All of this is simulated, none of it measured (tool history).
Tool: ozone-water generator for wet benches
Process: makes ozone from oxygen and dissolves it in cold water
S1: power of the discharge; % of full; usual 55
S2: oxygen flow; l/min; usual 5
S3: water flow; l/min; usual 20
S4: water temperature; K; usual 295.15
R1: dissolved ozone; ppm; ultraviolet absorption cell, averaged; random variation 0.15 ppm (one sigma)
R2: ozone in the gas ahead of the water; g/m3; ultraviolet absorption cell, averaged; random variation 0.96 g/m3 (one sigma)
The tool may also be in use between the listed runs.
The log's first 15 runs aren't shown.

run	hour	S1	S2	S3	S4	R1	R2
16	1512.7	73	5	13	295.15	30.1	198.1
17	1575.7	55	8.56	20	296.15	19.3	137.3
18	1644.8	55	8.56	26	296.15	16.3	137.2
19	1764.1	79	5.01	19	298.15	23.6	210.5
20	1845.8	47	2.85	18	289.15	17.1	182.3
21	1941	47	2.85	18	289.15	17	181.9
22	2036	47	7.62	18	289.15	21	128.1
23	2117.7	47	7.62	20	289.15	19.4	127.4
24	2176	70	7.62	25	288.15	21.8	169.6
25	2254.9	70	7.62	26	293.15	19.7	168.8
26	2357.4	70	7.62	26	293.15	19.5	169.3
27	2451.1	71	5	31	295.15	15.1	198.1
28	2542.7	71	5	31	295.15	15.1	197.8
29	2612.6	55	5.02	20	290.15	20	166.1
30	2703.4	55	5.02	22	290.15	18.6	165.5
# hour 2763.1: contactor cleaned
31	2809.6	55	5.02	22	290.15	18.5	167.6
32	2918.1	61	8.41	25	290.15	19.5	149.7

4 ways to go on from here, each from the tool as it stands after run 32. What would each give?
A	3038.1	87	4.81	20	295.15	?	?
B	3038.1	55	7.26	30	300.15	?	?
C	3038.1	61	8.41	25	302.15	?	?
D	3038.1	55	5	20	291.15	?	?

run	R1	R2
A	25.7	231.4
B	13.3	147.3
C	15.9	149.9
D	20	167.7
Without the tool's hidden state the same runs would have given:
run	R1	R2
A	25.7	225.4
B	13.3	143.5
C	15.9	145.9
D	20	163.3
